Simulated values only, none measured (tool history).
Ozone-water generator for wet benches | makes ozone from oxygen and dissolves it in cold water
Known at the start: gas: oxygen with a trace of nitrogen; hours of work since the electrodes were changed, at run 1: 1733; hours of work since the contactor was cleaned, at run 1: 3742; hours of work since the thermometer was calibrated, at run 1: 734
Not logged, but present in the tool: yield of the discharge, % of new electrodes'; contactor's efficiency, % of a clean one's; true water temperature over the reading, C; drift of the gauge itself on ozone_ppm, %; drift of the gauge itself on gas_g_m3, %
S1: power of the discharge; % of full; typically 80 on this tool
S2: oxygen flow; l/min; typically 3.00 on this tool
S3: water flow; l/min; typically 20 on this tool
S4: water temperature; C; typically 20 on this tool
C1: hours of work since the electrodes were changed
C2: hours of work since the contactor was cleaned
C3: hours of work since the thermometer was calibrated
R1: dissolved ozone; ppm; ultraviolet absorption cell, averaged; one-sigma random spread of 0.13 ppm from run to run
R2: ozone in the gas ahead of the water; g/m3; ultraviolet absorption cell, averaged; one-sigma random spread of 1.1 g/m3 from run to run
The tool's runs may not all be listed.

run	hour	S1	S2	S3	S4	C1	C2	C3	R1	R2
1	0.0	80	3.00	20	20	1733	3742	734	11.5	177.9
2	54.3	80	3.00	20	23	1784	3794	786	11.3	177.5
3	86.8	80	3.00	20	14	1815	3825	817	12.3	176.7
4	119.5	80	3.00	13	20	1846	3856	848	17.5	178.1
5	152.3	80	2.30	20	20	1877	3887	879	11.1	199.5
6	207.1	80	3.00	13	20	1929	3939	931	17.4	177.9
7	256.9	80	3.54	13	20	1977	3986	978	17.3	164.1
8	331.5	80	3.54	13	20	2048	4057	1049	17.5	160.9
9	373.5	80	3.00	20	20	2088	4097	1089	11.4	177.3
10	447.0	80	3.00	20	20	2157	4167	1159	11.4	173.7
11	482.2	80	4.29	20	20	2191	4200	1192	12.0	147.4
12	555.7	80	4.29	20	20	2261	4270	1262	11.9	145.0
13	622.3	80	3.00	20	20	2324	4333	1326	11.3	174.4
# hour 629.4: contactor cleaned
14	663.5	80	3.00	29	20	2360	32	1361	7.1	172.2
15	717.1	80	3.00	29	20	2410	83	1412	7.2	174.5
# hour 762.7: contactor cleaned, once more
16	789.4	80	3.00	20	20	2475	25	1477	12.0	174.4
17	829.2	43	2.46	17	20	2513	63	1515	10.0	141.3
18	888.2	43	2.46	17	20	2569	119	1571	10.1	141.2
19	948.7	45	2.34	14	15	2627	177	1628	13.0	147.5
20	994.0	80	3.00	13	17	2670	220	1671	18.7	172.5
21	1048.3	80	3.00	13	17	2721	271	1723	18.8	172.1
22	1123.7	68	1.59	19	14	2793	343	1794	10.0	218.8
23	1171.0	68	1.59	19	14	2838	388	1840	10.4	217.4
24	1245.3	87	3.00	22	16	2909	459	1910	11.5	178.7
25	1293.9	87	3.00	22	16	2955	505	1956	11.2	179.2
26	1367.2	63	2.69	12	20	3024	574	2026	16.6	161.0
27	1436.5	99	2.75	20	26	3090	640	2092	11.9	197.5
28	1481.4	57	3.10	21	14	3133	683	2135	10.1	141.8
29	1520.0	57	3.10	21	14	3170	720	2171	9.8	142.0
30	1561.7	57	3.10	21	14	3209	759	2211	10.1	142.2
31	1601.7	57	3.10	21	14	3247	797	2249	10.1	143.3
32	1668.6	80	3.00	21	20	3311	861	2312	11.0	170.9

Describe how what the log doesn't record of the tool's condition differs between the last listed run preceding each entry between runs and the first listed run following it.
Run 13 -> run 14: contactor cleaned (hour 629.4)
  yield of the discharge, % of new electrodes': 93.1 -> 93; contactor's efficiency, % of a clean one's: 87.7 -> 83.2
  what was measured, less what the result would be without the hidden state, R1: -1.8 -> -1.5 ppm; R2: -13.8 -> -14.0 g/m3
Run 15 -> run 16: contactor cleaned, once more (hour 762.7)
  yield of the discharge, % of new electrodes': 92.9 -> 92.7; contactor's efficiency, % of a clean one's: 83.1 -> 98.8
  what was measured, less what the result would be without the hidden state, R1: -1.6 -> -1.1 ppm; R2: -14.4 -> -14.8 g/m3

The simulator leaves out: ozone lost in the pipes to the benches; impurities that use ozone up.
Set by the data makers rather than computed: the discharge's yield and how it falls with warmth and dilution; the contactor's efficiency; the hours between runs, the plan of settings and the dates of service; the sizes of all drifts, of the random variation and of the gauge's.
